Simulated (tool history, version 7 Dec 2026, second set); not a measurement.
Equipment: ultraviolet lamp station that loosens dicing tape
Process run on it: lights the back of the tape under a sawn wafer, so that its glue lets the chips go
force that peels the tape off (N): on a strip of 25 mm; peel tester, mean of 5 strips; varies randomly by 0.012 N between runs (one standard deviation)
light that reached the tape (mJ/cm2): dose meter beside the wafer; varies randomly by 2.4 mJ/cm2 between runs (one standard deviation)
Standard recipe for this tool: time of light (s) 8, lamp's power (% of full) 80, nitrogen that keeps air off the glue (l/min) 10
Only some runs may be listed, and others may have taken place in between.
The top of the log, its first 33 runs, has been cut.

run	hour	time of light (s)	lamp's power (% of full)	nitrogen that keeps air off the glue (l/min)	hours of work of the lamp	hours of work since the window was cleaned	force that peels the tape off (N)	light that reached the tape (mJ/cm2)
34	1388.8	11	82	12	197	63	0.362	337
35	1428.6	13	63	16	228	94	0.386	301
36	1454.8	6	72	6	249	115	1.475	153
37	1497.8	6	84	19	283	149	0.794	177
38	1530.3	6	84	19	308	175	0.808	173
39	1554.6	14	84	6	328	194	0.397	392
40	1585.8	7	73	7	352	219	1.316	172
41	1628.2	7	73	7	386	252	1.429	160

Estimate the outcome of run 42 from the log above:
42	1676.6	8	80	10	424	291	?	?

Logged for run 42: force that peels the tape off (N) 0.954, light that reached the tape (mJ/cm2) 192.
Without the tool's hidden state the same run would have given force that peels the tape off (N) 0.539, light that reached the tape (mJ/cm2) 278.
